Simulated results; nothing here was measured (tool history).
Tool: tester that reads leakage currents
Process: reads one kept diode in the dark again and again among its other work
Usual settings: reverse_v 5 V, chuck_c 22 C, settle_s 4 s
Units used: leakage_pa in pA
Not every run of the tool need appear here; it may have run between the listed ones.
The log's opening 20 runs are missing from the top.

run,hour,reverse_v,chuck_c,settle_s,leakage_pa
21,2837,1.1,28,1.46,93.9
22,2923.5,6.4,59,1.46,2614.94
23,3069.2,6.4,59,1.46,2634.2
24,3245.1,2.41,59,1.84,1684.66
25,3404.9,2.41,59,1.84,1701.59
26,3505.3,2.41,59,1.84,1697.37
27,3643.8,10.43,23,1.84,196.34
# hour 3670.4: probe card cleaned and baked
28,3821.7,10.43,46,8.66,1248.77
29,3909.8,5.01,20,3.71,92.28
30,4065.6,10.14,20,8.09,130.14
31,4238.4,6.15,27,8.09,198.48
32,4406.7,7.88,22,2.18,143.89
33,4501.5,2.01,56,0.41,1305.61
34,4672,5,51,4,1360.48
35,4826.2,3.21,22,0.31,98.46

What if the next run were any one of these 3? Each begins from the tool's condition after run 35:
A,4985,12.94,37,4,?
B,4985,3.21,22,6.46,?
C,4985,9.68,22,0.31,?

run,leakage_pa
A,690.32
B,97.31
C,171.17
With no hidden state in the tool, these same runs would have given:
run,leakage_pa
A,612.08
B,84.77
C,147.64

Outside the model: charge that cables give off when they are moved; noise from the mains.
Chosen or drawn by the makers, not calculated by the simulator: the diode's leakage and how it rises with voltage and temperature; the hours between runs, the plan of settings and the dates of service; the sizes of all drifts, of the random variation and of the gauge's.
